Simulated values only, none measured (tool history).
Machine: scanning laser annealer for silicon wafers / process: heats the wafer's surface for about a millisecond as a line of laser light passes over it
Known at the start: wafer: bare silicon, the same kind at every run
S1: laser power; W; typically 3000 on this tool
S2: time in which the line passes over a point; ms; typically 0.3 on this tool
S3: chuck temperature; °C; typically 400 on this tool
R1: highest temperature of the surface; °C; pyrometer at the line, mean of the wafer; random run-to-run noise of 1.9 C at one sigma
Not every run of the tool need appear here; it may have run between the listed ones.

Run 1, day 0: usual settings. Result: R1 1149 °C.
Run 2, day 0.992: usual settings. Result: R1 1153 °C.
Run 3, day 2.038: usual settings but S2 0.262 ms. Result: R1 1104 °C.
Run 4, day 3.588: usual settings but S2 0.262 ms. Result: R1 1103 °C.
Run 5, day 4.354: usual settings. Result: R1 1152 °C.
Run 6, day 5.133: usual settings but S2 0.342 ms. Result: R1 1204 °C.
Run 7, day 5.825: usual settings but S2 0.342 ms. Result: R1 1202 °C.
Run 8, day 6.858: usual settings but S2 0.342 ms. Result: R1 1201 °C.
Run 9, day 8.279: usual settings. Result: R1 1152 °C.
Run 10, day 9.742: usual settings but S1 2726 W, S2 0.306 ms, S3 416 °C. Result: R1 1086 °C.
Run 11, day 11.225: usual settings but S1 3002 W, S2 0.278 ms, S3 399 °C. Result: R1 1125 °C.
At day 12.308: optics aligned, line set to its width.
Run 12, day 12.871: usual settings but S1 3256 W. Result: R1 1236 °C.
Run 13, day 14.558: usual settings but S1 3256 W. Result: R1 1237 °C.
Run 14, day 15.525: usual settings but S1 3252 W, S2 0.213 ms. Result: R1 1107 °C.
Run 15, day 16.7: usual settings but S1 3252 W, S2 0.213 ms. Result: R1 1108 °C.
Run 16, day 18.379: usual settings but S3 439 °C. Result: R1 1192 °C.
Run 17, day 19.304: usual settings but S1 2611 W, S3 396 °C. Result: R1 1027 °C.

Below are 5 alternative next runs, each starting from the tool's condition after run 17. Predict each:
Run A, day 20.067: usual settings but S1 3263 W, S3 396 °C. Result: R1 ?.
Run B, day 20.067: usual settings but S1 2611 W, S2 0.224 ms, S3 396 °C. Result: R1 ?.
Run C, day 20.067: usual settings but S1 2611 W, S2 0.343 ms, S3 416 °C. Result: R1 ?.
Run D, day 20.067: usual settings but S1 2611 W, S2 0.376 ms, S3 396 °C. Result: R1 ?.
Run E, day 20.067: usual settings but S1 3233 W, S2 0.276 ms. Result: R1 ?.

run    R1
  A  1233
  B   943
  C  1087
  D  1098
  E  1194
Take away the tool's hidden state, keep each run's random variation, and the runs would have read:
run    R1
  A  1234
  B   943
  C  1088
  D  1099
  E  1195
